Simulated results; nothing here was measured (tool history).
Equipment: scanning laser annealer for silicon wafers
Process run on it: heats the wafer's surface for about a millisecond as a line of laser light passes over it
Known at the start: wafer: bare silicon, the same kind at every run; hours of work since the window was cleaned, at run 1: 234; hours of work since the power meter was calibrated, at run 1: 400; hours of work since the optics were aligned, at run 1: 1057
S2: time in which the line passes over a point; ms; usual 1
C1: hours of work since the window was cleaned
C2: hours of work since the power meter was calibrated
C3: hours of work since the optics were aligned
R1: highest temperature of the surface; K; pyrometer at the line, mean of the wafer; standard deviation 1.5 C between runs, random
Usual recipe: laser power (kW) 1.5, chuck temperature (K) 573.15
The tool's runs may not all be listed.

run 1 hour=0 | laser_power_(kW)=1.5 S2=1 chuck_temperature_(K)=573.15 | C1=234 C2=400 C3=1057 | R1=1352.15
run 2 hour=25 | laser_power_(kW)=1.5 S2=1 chuck_temperature_(K)=573.15 | C1=252 C2=417 C3=1075 | R1=1353.15
run 3 hour=62.4 | laser_power_(kW)=1.5 S2=1 chuck_temperature_(K)=554.15 | C1=278 C2=444 C3=1101 | R1=1332.15
run 4 hour=108.9 | laser_power_(kW)=1.5 S2=1 chuck_temperature_(K)=554.15 | C1=311 C2=476 C3=1134 | R1=1330.15
-- hour=133.6 window over the wafer cleaned
run 5 hour=158.1 | laser_power_(kW)=1.5 S2=1 chuck_temperature_(K)=554.15 | C1=17 C2=510 C3=1167 | R1=1343.15
run 6 hour=203.5 | laser_power_(kW)=1.5 S2=0.75 chuck_temperature_(K)=554.15 | C1=49 C2=542 C3=1199 | R1=1232.15
run 7 hour=231.2 | laser_power_(kW)=1.5 S2=0.83 chuck_temperature_(K)=573.15 | C1=69 C2=561 C3=1219 | R1=1286.15
run 8 hour=268.8 | laser_power_(kW)=1.5 S2=0.83 chuck_temperature_(K)=573.15 | C1=95 C2=588 C3=1245 | R1=1286.15
run 9 hour=315.8 | laser_power_(kW)=1.5 S2=0.83 chuck_temperature_(K)=573.15 | C1=128 C2=621 C3=1278 | R1=1281.15
run 10 hour=363.3 | laser_power_(kW)=1.5 S2=0.83 chuck_temperature_(K)=573.15 | C1=162 C2=654 C3=1312 | R1=1283.15
run 11 hour=400 | laser_power_(kW)=1.5 S2=0.83 chuck_temperature_(K)=573.15 | C1=188 C2=680 C3=1338 | R1=1282.15
run 12 hour=431.5 | laser_power_(kW)=1.5 S2=1 chuck_temperature_(K)=573.15 | C1=210 C2=702 C3=1360 | R1=1351.15
run 13 hour=460.1 | laser_power_(kW)=1.5 S2=1 chuck_temperature_(K)=573.15 | C1=230 C2=722 C3=1380 | R1=1353.15
run 14 hour=486.7 | laser_power_(kW)=1.5 S2=1 chuck_temperature_(K)=571.15 | C1=249 C2=741 C3=1399 | R1=1348.15
run 15 hour=521.5 | laser_power_(kW)=1.5 S2=0.73 chuck_temperature_(K)=573.15 | C1=273 C2=766 C3=1423 | R1=1232.15
run 16 hour=557.7 | laser_power_(kW)=1.5 S2=1.07 chuck_temperature_(K)=573.15 | C1=299 C2=791 C3=1449 | R1=1374.15
run 17 hour=589.8 | laser_power_(kW)=1.5 S2=1.07 chuck_temperature_(K)=573.15 | C1=321 C2=814 C3=1471 | R1=1371.15
-- hour=599.3 window over the wafer cleaned
run 18 hour=613.6 | laser_power_(kW)=1.641 S2=1.08 chuck_temperature_(K)=573.15 | C1=10 C2=829 C3=1487 | R1=1476.15
run 19 hour=634.3 | laser_power_(kW)=1.641 S2=1.08 chuck_temperature_(K)=573.15 | C1=25 C2=844 C3=1501 | R1=1471.15
run 20 hour=670.3 | laser_power_(kW)=1.641 S2=0.88 chuck_temperature_(K)=536.15 | C1=50 C2=869 C3=1527 | R1=1341.15
-- hour=684.9 optics aligned, line set to its width
run 21 hour=695 | laser_power_(kW)=1.368 S2=1.01 chuck_temperature_(K)=533.15 | C1=64 C2=883 C3=7 | R1=1272.15
run 22 hour=719.2 | laser_power_(kW)=1.6 S2=1.01 chuck_temperature_(K)=533.15 | C1=81 C2=900 C3=24 | R1=1394.15
run 23 hour=753.1 | laser_power_(kW)=1.289 S2=0.96 chuck_temperature_(K)=561.15 | C1=105 C2=924 C3=48 | R1=1235.15
run 24 hour=778.1 | laser_power_(kW)=1.289 S2=0.96 chuck_temperature_(K)=561.15 | C1=122 C2=942 C3=66 | R1=1236.15
run 25 hour=821.6 | laser_power_(kW)=1.5 S2=0.88 chuck_temperature_(K)=573.15 | C1=153 C2=972 C3=96 | R1=1321.15
run 26 hour=859.9 | laser_power_(kW)=1.458 S2=0.88 chuck_temperature_(K)=573.15 | C1=180 C2=999 C3=123 | R1=1298.15
run 27 hour=898 | laser_power_(kW)=1.458 S2=0.88 chuck_temperature_(K)=573.15 | C1=207 C2=1026 C3=150 | R1=1298.15
run 28 hour=927.7 | laser_power_(kW)=1.481 S2=0.88 chuck_temperature_(K)=573.15 | C1=228 C2=1047 C3=171 | R1=1305.15
run 29 hour=958.1 | laser_power_(kW)=1.526 S2=0.88 chuck_temperature_(K)=604.15 | C1=249 C2=1068 C3=192 | R1=1356.15
run 30 hour=981.1 | laser_power_(kW)=1.5 S2=0.78 chuck_temperature_(K)=596.15 | C1=265 C2=1084 C3=209 | R1=1292.15
run 31 hour=1003.8 | laser_power_(kW)=1.465 S2=1 chuck_temperature_(K)=573.15 | C1=281 C2=1100 C3=225 | R1=1345.15
run 32 hour=1050.9 | laser_power_(kW)=1.465 S2=1 chuck_temperature_(K)=573.15 | C1=315 C2=1134 C3=258 | R1=1343.15
-- hour=1068.8 window over the wafer cleaned
run 33 hour=1084 | laser_power_(kW)=1.465 S2=1 chuck_temperature_(K)=573.15 | C1=11 C2=1156 C3=280 | R1=1357.15

3 ways to go on from here, each from the tool as it stands after run 33. What would each give?
run A hour=1112.5 | laser_power_(kW)=1.49 S2=0.86 chuck_temperature_(K)=595.15 | C1=31 C2=1176 C3=300 | R1=?
run B hour=1112.5 | laser_power_(kW)=1.462 S2=0.82 chuck_temperature_(K)=604.15 | C1=31 C2=1176 C3=300 | R1=?
run C hour=1112.5 | laser_power_(kW)=1.556 S2=0.87 chuck_temperature_(K)=594.15 | C1=31 C2=1176 C3=300 | R1=?

run=A R1=1332.15
run=B R1=1308.15
run=C R1=1370.15
Take away the tool's hidden state, keep each run's random variation, and the runs would have read:
run=A R1=1335.15
run=B R1=1311.15
run=C R1=1372.15

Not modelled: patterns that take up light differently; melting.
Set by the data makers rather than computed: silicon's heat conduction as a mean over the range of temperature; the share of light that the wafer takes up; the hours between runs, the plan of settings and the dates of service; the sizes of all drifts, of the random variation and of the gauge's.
